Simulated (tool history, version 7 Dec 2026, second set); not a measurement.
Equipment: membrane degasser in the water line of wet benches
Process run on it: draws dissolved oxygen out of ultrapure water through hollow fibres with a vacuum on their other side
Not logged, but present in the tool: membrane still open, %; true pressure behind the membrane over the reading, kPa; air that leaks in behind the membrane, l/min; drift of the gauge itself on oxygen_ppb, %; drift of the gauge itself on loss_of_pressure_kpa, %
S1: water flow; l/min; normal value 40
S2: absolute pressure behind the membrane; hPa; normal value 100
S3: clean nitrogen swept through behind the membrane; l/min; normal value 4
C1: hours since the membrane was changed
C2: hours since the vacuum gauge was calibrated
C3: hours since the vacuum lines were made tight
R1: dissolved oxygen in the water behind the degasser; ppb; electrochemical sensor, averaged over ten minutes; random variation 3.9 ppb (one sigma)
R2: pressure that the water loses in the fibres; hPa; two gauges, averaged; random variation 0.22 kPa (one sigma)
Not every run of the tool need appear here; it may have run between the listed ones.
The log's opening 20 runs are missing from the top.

run 21 day=75.7 | S1=40 S2=78 S3=2.14 | C1=4833 C2=441 C3=1908 | R1=434.3 R2=523.2
run 22 day=78.879 | S1=40 S2=97 S3=2.73 | C1=4909 C2=517 C3=1984 | R1=459.8 R2=522.8
run 23 day=84.238 | S1=40 S2=87 S3=2.02 | C1=5038 C2=646 C3=2113 | R1=481.1 R2=526
run 24 day=88.079 | S1=40 S2=121 S3=4.27 | C1=5130 C2=738 C3=2205 | R1=436.9 R2=525
run 25 day=90.758 | S1=40 S2=100 S3=1.77 | C1=5194 C2=803 C3=2269 | R1=580.9 R2=526.3
run 26 day=94.512 | S1=32 S2=249 S3=1.77 | C1=5284 C2=893 C3=2360 | R1=950.3 R2=421.8
run 27 day=99.162 | S1=54 S2=64 S3=4 | C1=5396 C2=1004 C3=2471 | R1=481.7 R2=710.5
run 28 day=103.175 | S1=54 S2=64 S3=4 | C1=5492 C2=1101 C3=2567 | R1=473.3 R2=708
run 29 day=108.138 | S1=50 S2=130 S3=1.63 | C1=5611 C2=1220 C3=2687 | R1=898.2 R2=657
run 30 day=112.517 | S1=52 S2=176 S3=3.65 | C1=5717 C2=1325 C3=2792 | R1=789.2 R2=686.5
run 31 day=116.683 | S1=30 S2=155 S3=1.62 | C1=5817 C2=1425 C3=2892 | R1=646.9 R2=393.7

5 ways to go on from here, each from the tool as it stands after run 31. What would each give?
run A day=121.854 | S1=30 S2=78 S3=4 | C1=5941 C2=1549 C3=3016 | R1=? R2=?
run B day=121.854 | S1=41 S2=191 S3=1.62 | C1=5941 C2=1549 C3=3016 | R1=? R2=?
run C day=121.854 | S1=30 S2=109 S3=1.62 | C1=5941 C2=1549 C3=3016 | R1=? R2=?
run D day=121.854 | S1=50 S2=199 S3=2.68 | C1=5941 C2=1549 C3=3016 | R1=? R2=?
run E day=121.854 | S1=40 S2=100 S3=7.01 | C1=5941 C2=1549 C3=3016 | R1=? R2=?

run=A R1=254.7 R2=394.3
run=B R1=1031.1 R2=539
run=C R1=478.3 R2=390.9
run=D R1=958 R2=657.8
run=E R1=354.6 R2=529.2
Without the tool's unlogged condition, the same runs would have read:
run=A R1=237.8 R2=384.9
run=B R1=1008.8 R2=526
run=C R1=460 R2=381.4
run=D R1=932.2 R2=642.1
run=E R1=332.4 R2=516.6
